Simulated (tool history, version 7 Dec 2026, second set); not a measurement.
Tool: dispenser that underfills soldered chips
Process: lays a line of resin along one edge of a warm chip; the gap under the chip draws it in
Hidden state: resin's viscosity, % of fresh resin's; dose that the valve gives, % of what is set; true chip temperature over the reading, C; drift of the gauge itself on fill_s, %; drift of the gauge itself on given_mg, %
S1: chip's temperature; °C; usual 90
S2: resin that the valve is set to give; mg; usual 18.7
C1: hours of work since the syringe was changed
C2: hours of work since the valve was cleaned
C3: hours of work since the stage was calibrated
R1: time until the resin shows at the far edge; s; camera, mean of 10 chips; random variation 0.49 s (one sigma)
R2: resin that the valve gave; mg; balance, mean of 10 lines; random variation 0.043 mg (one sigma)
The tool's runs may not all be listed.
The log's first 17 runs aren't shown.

run	hour	S1	S2	C1	C2	C3	R1	R2
# hour 74.3: new syringe of resin
18	78.2	90	18.7	3	32	71	46.5	18.19
19	82.0	81	21.9	5	35	74	73.5	21.23
20	86.4	81	21.9	8	38	77	89.4	21.24
# hour 88.0: new syringe of resin
21	91.9	89	18.0	3	41	80	48.0	17.37
22	97.5	90	21.7	6	45	84	58.6	20.86
# hour 101.5: new syringe of resin
23	102.5	84	20.2	1	48	87	48.4	19.31
# hour 107.9: dispensing valve cleaned and set on the balance
24	109.3	84	20.2	4	1	90	63.3	20.08
25	113.1	84	20.2	7	3	93	75.5	20.13
# hour 116.1: new syringe of resin
26	117.4	79	19.5	1	6	95	57.5	19.37
27	122.7	100	19.5	4	9	99	38.9	19.31
28	127.4	100	19.5	7	12	102	49.3	19.23
# hour 129.6: new syringe of resin
29	131.4	100	19.5	1	15	104	30.1	19.20
30	135.3	95	21.7	4	17	107	41.8	21.38
31	138.8	76	21.7	6	20	109	91.9	21.30
32	142.6	76	21.7	8	22	112	108.7	21.29
# hour 143.3: new syringe of resin
33	148.0	77	17.7	3	25	115	74.3	17.35
34	154.0	82	18.8	7	29	119	81.5	18.32
# hour 157.1: new syringe of resin
35	158.5	89	18.4	1	32	121	40.7	17.93
36	161.3	77	22.3	3	34	123	67.7	21.69

Forecast each of these 3 alternatives for the next run:
A	164.3	91	20.0	5	36	125	?	?
B	164.3	88	19.3	5	36	125	?	?
C	164.3	92	22.5	5	36	125	?	?

run	R1	R2
A	50.8	19.36
B	56.5	18.70
C	49.0	21.79
Without the tool's hidden state the same runs would have given:
run	R1	R2
A	37.6	19.98
B	42.0	19.30
C	36.5	22.49
